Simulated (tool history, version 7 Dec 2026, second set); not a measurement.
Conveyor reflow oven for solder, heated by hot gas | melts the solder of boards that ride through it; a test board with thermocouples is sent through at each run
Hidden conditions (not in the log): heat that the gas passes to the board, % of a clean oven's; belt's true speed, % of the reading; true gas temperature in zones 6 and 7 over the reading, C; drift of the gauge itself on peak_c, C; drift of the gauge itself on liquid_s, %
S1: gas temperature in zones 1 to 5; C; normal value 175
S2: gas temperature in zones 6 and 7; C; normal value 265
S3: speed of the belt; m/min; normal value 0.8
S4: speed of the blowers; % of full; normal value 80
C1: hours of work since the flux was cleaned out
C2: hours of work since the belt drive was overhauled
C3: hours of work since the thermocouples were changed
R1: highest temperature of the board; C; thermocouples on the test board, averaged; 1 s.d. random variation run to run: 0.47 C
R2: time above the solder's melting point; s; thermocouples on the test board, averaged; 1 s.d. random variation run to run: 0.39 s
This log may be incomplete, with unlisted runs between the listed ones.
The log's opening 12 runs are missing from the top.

{"run": 13, "hour": 112.5, "S1": 175, "S2": 265, "S3": 0.8, "S4": 54, "C1": 235, "C2": 545, "C3": 251, "R1": 243.5, "R2": 37.8}
{"run": 14, "hour": 124.3, "S1": 175, "S2": 265, "S3": 0.8, "S4": 80, "C1": 242, "C2": 553, "C3": 258, "R1": 249.6, "R2": 43.5}
{"run": 15, "hour": 131.7, "S1": 175, "S2": 265, "S3": 0.8, "S4": 80, "C1": 247, "C2": 557, "C3": 262, "R1": 249.2, "R2": 43.5}
{"run": 16, "hour": 145.3, "S1": 167, "S2": 265, "S3": 0.657, "S4": 80, "C1": 255, "C2": 566, "C3": 271, "R1": 253.8, "R2": 55.3}
{"run": 17, "hour": 158.1, "S1": 167, "S2": 265, "S3": 0.657, "S4": 80, "C1": 263, "C2": 574, "C3": 279, "R1": 253.9, "R2": 55.7}
{"run": 18, "hour": 168.0, "S1": 171, "S2": 265, "S3": 0.716, "S4": 80, "C1": 269, "C2": 580, "C3": 285, "R1": 252.6, "R2": 50.5}
{"run": 19, "hour": 175.6, "S1": 175, "S2": 265, "S3": 0.696, "S4": 64, "C1": 274, "C2": 584, "C3": 290, "R1": 251.2, "R2": 51.3}
{"run": 20, "hour": 184.6, "S1": 175, "S2": 265, "S3": 0.696, "S4": 64, "C1": 280, "C2": 590, "C3": 295, "R1": 250.3, "R2": 51.6}
{"run": 21, "hour": 194.1, "S1": 172, "S2": 265, "S3": 0.696, "S4": 64, "C1": 286, "C2": 596, "C3": 301, "R1": 249.7, "R2": 50.6}
{"run": 22, "hour": 201.3, "S1": 167, "S2": 265, "S3": 0.8, "S4": 55, "C1": 290, "C2": 600, "C3": 306, "R1": 241.1, "R2": 34.7}
{"run": 23, "hour": 208.8, "S1": 175, "S2": 265, "S3": 0.714, "S4": 80, "C1": 295, "C2": 605, "C3": 310, "R1": 252.2, "R2": 52}
{"run": 24, "hour": 218.7, "S1": 175, "S2": 265, "S3": 0.714, "S4": 80, "C1": 301, "C2": 611, "C3": 316, "R1": 252.2, "R2": 52.4}
{"run": 25, "hour": 229.0, "S1": 175, "S2": 265, "S3": 0.8, "S4": 65, "C1": 307, "C2": 617, "C3": 323, "R1": 247.1, "R2": 40.6}
{"run": 26, "hour": 237.4, "S1": 175, "S2": 265, "S3": 0.8, "S4": 75, "C1": 312, "C2": 623, "C3": 328, "R1": 248.4, "R2": 42.9}
{"run": 27, "hour": 244.8, "S1": 175, "S2": 265, "S3": 0.8, "S4": 75, "C1": 317, "C2": 627, "C3": 332, "R1": 248.4, "R2": 42.8}
{"run": 28, "hour": 254.0, "S1": 175, "S2": 265, "S3": 0.8, "S4": 62, "C1": 323, "C2": 633, "C3": 338, "R1": 246.7, "R2": 40.2}
{"run": 29, "hour": 262.5, "S1": 175, "S2": 265, "S3": 0.8, "S4": 62, "C1": 328, "C2": 638, "C3": 343, "R1": 245.2, "R2": 39.5}
{"run": 30, "hour": 274.4, "S1": 177, "S2": 277, "S3": 0.665, "S4": 86, "C1": 335, "C2": 646, "C3": 351, "R1": 266.8, "R2": 64.3}

Consider 3 possible next runs. They are alternatives, not a sequence: every one starts from the tool as it was left by run 30. What does each give?
{"run": "A", "hour": 285.9, "S1": 173, "S2": 277, "S3": 0.732, "S4": 78, "C1": 342, "C2": 653, "C3": 358, "R1": "?", "R2": "?"}
{"run": "B", "hour": 285.9, "S1": 175, "S2": 272, "S3": 0.8, "S4": 80, "C1": 342, "C2": 653, "C3": 358, "R1": "?", "R2": "?"}
{"run": "C", "hour": 285.9, "S1": 182, "S2": 268, "S3": 0.8, "S4": 87, "C1": 342, "C2": 653, "C3": 358, "R1": "?", "R2": "?"}

run=A R1=261.1 R2=54.7
run=B R1=254.6 R2=47.5
run=C R1=253.9 R2=48.6
Take away the tool's hidden state, keep each run's random variation, and the runs would have read:
run=A R1=263.4 R2=55.4
run=B R1=257.2 R2=48.7
run=C R1=256.1 R2=49.6
